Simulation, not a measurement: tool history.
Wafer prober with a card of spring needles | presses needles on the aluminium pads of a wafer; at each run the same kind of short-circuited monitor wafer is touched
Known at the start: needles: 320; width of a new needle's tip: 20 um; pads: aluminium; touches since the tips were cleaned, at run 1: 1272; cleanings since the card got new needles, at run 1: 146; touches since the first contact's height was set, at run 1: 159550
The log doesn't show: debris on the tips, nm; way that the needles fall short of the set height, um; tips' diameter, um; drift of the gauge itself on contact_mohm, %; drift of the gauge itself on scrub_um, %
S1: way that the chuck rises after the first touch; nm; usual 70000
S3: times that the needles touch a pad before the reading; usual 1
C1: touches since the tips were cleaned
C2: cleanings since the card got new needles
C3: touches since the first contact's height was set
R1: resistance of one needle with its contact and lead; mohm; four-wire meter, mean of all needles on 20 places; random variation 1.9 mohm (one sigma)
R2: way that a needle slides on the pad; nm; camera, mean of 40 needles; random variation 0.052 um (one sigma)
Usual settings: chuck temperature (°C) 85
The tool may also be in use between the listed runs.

Run 1, hour 0: usual settings; C1 1272; C2 146; C3 159550. Result: R1 315 mohm, R2 11730 nm.
At hour 4.7: tips cleaned on abrasive film.
At hour 10.9: tips cleaned on abrasive film.
At hour 18.6: tips cleaned on abrasive film.
At hour 24.9: tips cleaned on abrasive film.
At hour 26.7: height of the first contact set anew.
At hour 32.9: tips cleaned on abrasive film.
At hour 40.7: tips cleaned on abrasive film.
At hour 48.4: tips cleaned on abrasive film.
Run 2, hour 54.3: usual settings; C1 2907; C2 153; C3 13360. Result: R1 390 mohm, R2 12570 nm.
At hour 56: tips cleaned on abrasive film.
At hour 62.2: tips cleaned on abrasive film.
At hour 69.9: tips cleaned on abrasive film.
At hour 76.2: tips cleaned on abrasive film.
At hour 83.9: tips cleaned on abrasive film.
At hour 90.1: tips cleaned on abrasive film.
Run 3, hour 92.3: usual settings; C1 1048; C2 159; C3 31579. Result: R1 305 mohm, R2 12490 nm.
At hour 96.9: tips cleaned on abrasive film.
At hour 103.2: tips cleaned on abrasive film.
At hour 110.9: tips cleaned on abrasive film.
At hour 117.1: tips cleaned on abrasive film.
At hour 124.9: tips cleaned on abrasive film.
At hour 131.1: tips cleaned on abrasive film.
At hour 138.8: tips cleaned on abrasive film.
Run 4, hour 140.3: usual settings; C1 726; C2 166; C3 54703. Result: R1 292 mohm, R2 12440 nm.
At hour 146.5: tips cleaned on abrasive film.
At hour 154.3: tips cleaned on abrasive film.
At hour 162: tips cleaned on abrasive film.
At hour 168.2: tips cleaned on abrasive film.
At hour 176: tips cleaned on abrasive film.
At hour 182.2: tips cleaned on abrasive film.
At hour 189.9: tips cleaned on abrasive film.
At hour 197.7: tips cleaned on abrasive film.
Run 5, hour 198.1: usual settings; C1 205; C2 174; C3 82532. Result: R1 251 mohm, R2 12230 nm.
At hour 204.3: tips cleaned on abrasive film.
At hour 210.5: tips cleaned on abrasive film.
At hour 218.3: tips cleaned on abrasive film.
At hour 224.5: tips cleaned on abrasive film.
At hour 232.2: tips cleaned on abrasive film.
At hour 238.5: tips cleaned on abrasive film.
At hour 246.2: tips cleaned on abrasive film.
At hour 253.4: tips cleaned on abrasive film.
Run 6, hour 253.4: usual settings but chuck temperature (°C) 27; C1 0; C2 182; C3 109158. Result: R1 231 mohm, R2 12110 nm.
At hour 261.2: tips cleaned on abrasive film.
At hour 268.9: tips cleaned on abrasive film.
At hour 276.7: tips cleaned on abrasive film.
At hour 284.4: tips cleaned on abrasive film.
At hour 290.6: tips cleaned on abrasive film.
Run 7, hour 292.3: usual settings; C1 800; C2 187; C3 127877. Result: R1 298 mohm, R2 12000 nm.
At hour 296.9: tips cleaned on abrasive film.
At hour 304.7: tips cleaned on abrasive film.
At hour 310.9: tips cleaned on abrasive film.
At hour 317.1: tips cleaned on abrasive film.
At hour 324.9: tips cleaned on abrasive film.
Run 8, hour 326.2: usual settings; C1 643; C2 192; C3 144196. Result: R1 284 mohm, R2 11930 nm.
At hour 332.4: tips cleaned on abrasive film.
At hour 338.6: tips cleaned on abrasive film.
At hour 344.8: tips cleaned on abrasive film.
At hour 352.6: tips cleaned on abrasive film.
At hour 360.3: tips cleaned on abrasive film.
At hour 366.5: tips cleaned on abrasive film.
At hour 373.2: tips cleaned on abrasive film.
Run 9, hour 373.2: usual settings; C1 0; C2 199; C3 166820. Result: R1 230 mohm, R2 11880 nm.
At hour 380.9: tips cleaned on abrasive film.
At hour 384.3: height of the first contact set anew.
At hour 389: tips cleaned on abrasive film.
At hour 396.7: tips cleaned on abrasive film.
At hour 404.5: tips cleaned on abrasive film.
At hour 410.7: tips cleaned on abrasive film.
At hour 416.9: tips cleaned on abrasive film.
At hour 424.7: tips cleaned on abrasive film.
Run 10, hour 428.5: usual settings but S3 2; C1 1874; C2 206; C3 21285. Result: R1 316 mohm, R2 12520 nm.

The next listed run, before its measurement:
At hour 431.6: tips cleaned on abrasive film.
At hour 437.9: tips cleaned on abrasive film.
At hour 445.6: tips cleaned on abrasive film.
At hour 451.8: tips cleaned on abrasive film.
Run 11, hour 456.4: usual settings but S3 2; C1 2253; C2 210; C3 34737. Result: R1 ?, R2 ?.

R1: 315 mohm
R2: 12490 nm
Without the tool's hidden state the same run would have given R1 205 mohm, R2 12710 nm.

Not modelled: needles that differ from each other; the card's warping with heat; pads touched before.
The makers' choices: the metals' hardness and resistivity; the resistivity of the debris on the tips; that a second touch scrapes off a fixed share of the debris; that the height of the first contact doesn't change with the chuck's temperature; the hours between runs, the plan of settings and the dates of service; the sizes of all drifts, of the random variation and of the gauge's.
